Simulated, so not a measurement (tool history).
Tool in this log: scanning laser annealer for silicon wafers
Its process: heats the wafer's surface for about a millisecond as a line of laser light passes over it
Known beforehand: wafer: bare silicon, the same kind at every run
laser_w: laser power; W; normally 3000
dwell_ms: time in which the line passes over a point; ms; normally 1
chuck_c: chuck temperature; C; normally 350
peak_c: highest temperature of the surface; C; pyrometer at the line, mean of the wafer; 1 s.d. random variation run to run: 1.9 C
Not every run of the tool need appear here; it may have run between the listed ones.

run,hour,laser_w,dwell_ms,chuck_c,peak_c
1,0,3000,1,350,1063
2,10.5,3000,1,350,1065
3,15.8,3000,1,350,1063
4,21.5,3000,1,350,1065
5,30.5,3000,1,345,1058
6,35.6,3000,1,350,1059
7,45.8,3000,1,350,1062
8,53.9,3000,1,350,1064
9,62.6,3000,1,350,1062
10,73.9,3000,1,350,1102
11,83.7,3000,1,350,1100
12,91.1,3000,1,350,1097
13,100.4,3000,1,350,1100
14,105.4,3000,1,350,1100
15,114.2,2604,0.78,384,939
16,122.2,3000,0.92,345,1056
17,129.9,3194,1.24,312,1218
18,139.7,3194,1.24,312,1218
19,150.5,3194,1.24,312,1217
20,155.3,3194,1.24,312,1217
21,166.1,3194,1.24,312,1216
22,176,3087,0.84,350,1046
23,183.5,3000,0.93,350,1067
24,192.3,3176,1,350,1142
25,202.9,2596,0.76,340,883
26,208.3,2981,0.97,311,1034
27,216.7,2981,0.94,390,1105

Taken out of this log: 1 entry between the listed runs. Where each belongs, and how the hidden state differs across it:
Runs 9 to 10: window over the wafer cleaned (hour 73.6)
  light that passes the window, % of a clean one's: 95.01 -> 99.84; width of the line over the set one, %: 2.58 -> 2.6
  measured less the result without the state, peak_c: -53 -> -13 C

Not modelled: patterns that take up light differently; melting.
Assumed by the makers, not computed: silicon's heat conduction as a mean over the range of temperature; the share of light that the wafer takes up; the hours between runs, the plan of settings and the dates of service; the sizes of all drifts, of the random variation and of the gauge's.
